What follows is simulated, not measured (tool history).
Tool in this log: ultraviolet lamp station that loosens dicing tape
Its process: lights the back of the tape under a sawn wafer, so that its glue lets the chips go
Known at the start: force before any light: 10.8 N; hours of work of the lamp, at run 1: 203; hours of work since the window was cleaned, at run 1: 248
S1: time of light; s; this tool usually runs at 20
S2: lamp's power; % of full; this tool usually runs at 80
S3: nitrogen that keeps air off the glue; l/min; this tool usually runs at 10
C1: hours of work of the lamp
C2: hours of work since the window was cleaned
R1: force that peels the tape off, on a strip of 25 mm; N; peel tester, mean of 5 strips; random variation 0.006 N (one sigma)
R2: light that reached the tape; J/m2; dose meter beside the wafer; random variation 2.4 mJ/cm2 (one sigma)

{"run": 1, "hour": 0.0, "S1": 20, "S2": 80, "S3": 10, "C1": 203, "C2": 248, "R1": 0.265, "R2": 2180}
{"run": 2, "hour": 10.6, "S1": 20, "S2": 80, "S3": 10, "C1": 210, "C2": 254, "R1": 0.263, "R2": 2190}
{"run": 3, "hour": 21.4, "S1": 20, "S2": 80, "S3": 10, "C1": 216, "C2": 261, "R1": 0.279, "R2": 2190}
{"run": 4, "hour": 30.3, "S1": 20, "S2": 80, "S3": 10, "C1": 221, "C2": 266, "R1": 0.27, "R2": 2150}
{"run": 5, "hour": 39.1, "S1": 17, "S2": 80, "S3": 10, "C1": 227, "C2": 271, "R1": 0.437, "R2": 1810}
{"run": 6, "hour": 46.3, "S1": 17, "S2": 80, "S3": 10, "C1": 231, "C2": 276, "R1": 0.437, "R2": 1830}
{"run": 7, "hour": 53.9, "S1": 17, "S2": 80, "S3": 10, "C1": 236, "C2": 280, "R1": 0.455, "R2": 1830}
{"run": 8, "hour": 64.7, "S1": 20, "S2": 80, "S3": 10, "C1": 242, "C2": 287, "R1": 0.278, "R2": 2110}
{"run": 9, "hour": 74.4, "S1": 20, "S2": 80, "S3": 10, "C1": 248, "C2": 292, "R1": 0.295, "R2": 2070}
{"run": 10, "hour": 80.2, "S1": 20, "S2": 80, "S3": 4, "C1": 252, "C2": 296, "R1": 0.546, "R2": 2100}
{"run": 11, "hour": 90.4, "S1": 20, "S2": 80, "S3": 4, "C1": 258, "C2": 302, "R1": 0.6, "R2": 2110}
{"run": 12, "hour": 97.4, "S1": 20, "S2": 80, "S3": 4, "C1": 262, "C2": 306, "R1": 0.59, "R2": 2070}
{"run": 13, "hour": 104.3, "S1": 11, "S2": 80, "S3": 10, "C1": 266, "C2": 310, "R1": 1.4, "R2": 1150}
{"hour": 107.2, "done": "window cleaned of glue's vapour"}
{"run": 14, "hour": 114.6, "S1": 11, "S2": 80, "S3": 10, "C1": 272, "C2": 4, "R1": 0.902, "R2": 1360}
{"run": 15, "hour": 124.0, "S1": 11, "S2": 80, "S3": 10, "C1": 278, "C2": 10, "R1": 0.941, "R2": 1350}
{"run": 16, "hour": 132.0, "S1": 11, "S2": 80, "S3": 10, "C1": 282, "C2": 15, "R1": 0.964, "R2": 1320}
{"run": 17, "hour": 141.5, "S1": 11, "S2": 80, "S3": 10, "C1": 288, "C2": 21, "R1": 0.976, "R2": 1330}
{"run": 18, "hour": 147.7, "S1": 11, "S2": 80, "S3": 10, "C1": 292, "C2": 24, "R1": 0.992, "R2": 1340}
{"run": 19, "hour": 156.9, "S1": 11, "S2": 80, "S3": 10, "C1": 297, "C2": 30, "R1": 1.004, "R2": 1300}
{"run": 20, "hour": 165.0, "S1": 25, "S2": 80, "S3": 10, "C1": 302, "C2": 35, "R1": 0.139, "R2": 3010}
{"run": 21, "hour": 173.5, "S1": 20, "S2": 80, "S3": 8, "C1": 307, "C2": 40, "R1": 0.228, "R2": 2410}
{"run": 22, "hour": 180.7, "S1": 20, "S2": 80, "S3": 8, "C1": 312, "C2": 44, "R1": 0.242, "R2": 2360}
{"run": 23, "hour": 185.7, "S1": 20, "S2": 95, "S3": 10, "C1": 315, "C2": 47, "R1": 0.15, "R2": 2790}
{"run": 24, "hour": 193.6, "S1": 20, "S2": 95, "S3": 10, "C1": 320, "C2": 52, "R1": 0.16, "R2": 2820}
{"run": 25, "hour": 200.6, "S1": 20, "S2": 88, "S3": 4, "C1": 324, "C2": 56, "R1": 0.336, "R2": 2580}
{"run": 26, "hour": 205.6, "S1": 30, "S2": 77, "S3": 12, "C1": 327, "C2": 59, "R1": 0.103, "R2": 3370}
{"run": 27, "hour": 211.4, "S1": 30, "S2": 77, "S3": 12, "C1": 330, "C2": 63, "R1": 0.112, "R2": 3420}
{"run": 28, "hour": 216.4, "S1": 30, "S2": 67, "S3": 12, "C1": 333, "C2": 66, "R1": 0.119, "R2": 2910}
{"run": 29, "hour": 227.6, "S1": 33, "S2": 73, "S3": 12, "C1": 340, "C2": 72, "R1": 0.111, "R2": 3460}
{"run": 30, "hour": 238.7, "S1": 20, "S2": 60, "S3": 5, "C1": 347, "C2": 79, "R1": 0.821, "R2": 1700}
{"run": 31, "hour": 243.4, "S1": 20, "S2": 66, "S3": 6, "C1": 350, "C2": 82, "R1": 0.538, "R2": 1890}
{"run": 32, "hour": 251.1, "S1": 20, "S2": 66, "S3": 6, "C1": 354, "C2": 87, "R1": 0.544, "R2": 1890}
{"run": 33, "hour": 257.0, "S1": 20, "S2": 84, "S3": 13, "C1": 358, "C2": 90, "R1": 0.189, "R2": 2380}

Predict the results of run 34:
{"run": 34, "hour": 265.7, "S1": 20, "S2": 84, "S3": 13, "C1": 363, "C2": 95, "R1": "?", "R2": "?"}

R1: 0.186 N
R2: 2390 J/m2
With no hidden state in the tool, this same run would have given R1 0.136 N, R2 2780 J/m2.
